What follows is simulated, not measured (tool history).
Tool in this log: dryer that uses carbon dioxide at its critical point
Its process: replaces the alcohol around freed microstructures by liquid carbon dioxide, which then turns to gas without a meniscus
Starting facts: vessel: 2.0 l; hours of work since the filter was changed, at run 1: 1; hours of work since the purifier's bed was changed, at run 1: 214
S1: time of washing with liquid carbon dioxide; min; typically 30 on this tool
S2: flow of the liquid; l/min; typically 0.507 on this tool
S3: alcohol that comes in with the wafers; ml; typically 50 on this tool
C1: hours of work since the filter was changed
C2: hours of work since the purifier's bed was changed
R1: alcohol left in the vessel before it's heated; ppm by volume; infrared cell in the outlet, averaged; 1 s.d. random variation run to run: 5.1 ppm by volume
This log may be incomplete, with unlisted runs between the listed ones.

run,hour,S1,S2,S3,C1,C2,R1
1,0.0,30,0.507,50,1,214,105
2,7.4,30,0.507,50,6,219,106
3,16.8,30,0.507,50,13,226,114
4,29.3,30,0.507,27,22,235,67
5,39.7,30,0.507,74,30,242,147
6,51.1,30,0.507,22,38,250,63
7,63.9,30,0.507,22,47,260,70
8,78.0,30,0.324,50,57,270,725
9,86.6,30,0.324,50,63,276,745
10,100.8,20,0.329,110,74,286,4934
11,111.7,30,0.564,50,81,294,90
12,125.9,45,0.423,80,92,304,84
13,141.1,30,0.646,68,103,315,77

Estimate the outcome of run 14 from the log above:
14,156.9,40,0.413,29,114,326,?

{"run 14": {"R1": 82}}
Minus the tool's unlogged condition, the same run would have read R1 31 ppm by volume.

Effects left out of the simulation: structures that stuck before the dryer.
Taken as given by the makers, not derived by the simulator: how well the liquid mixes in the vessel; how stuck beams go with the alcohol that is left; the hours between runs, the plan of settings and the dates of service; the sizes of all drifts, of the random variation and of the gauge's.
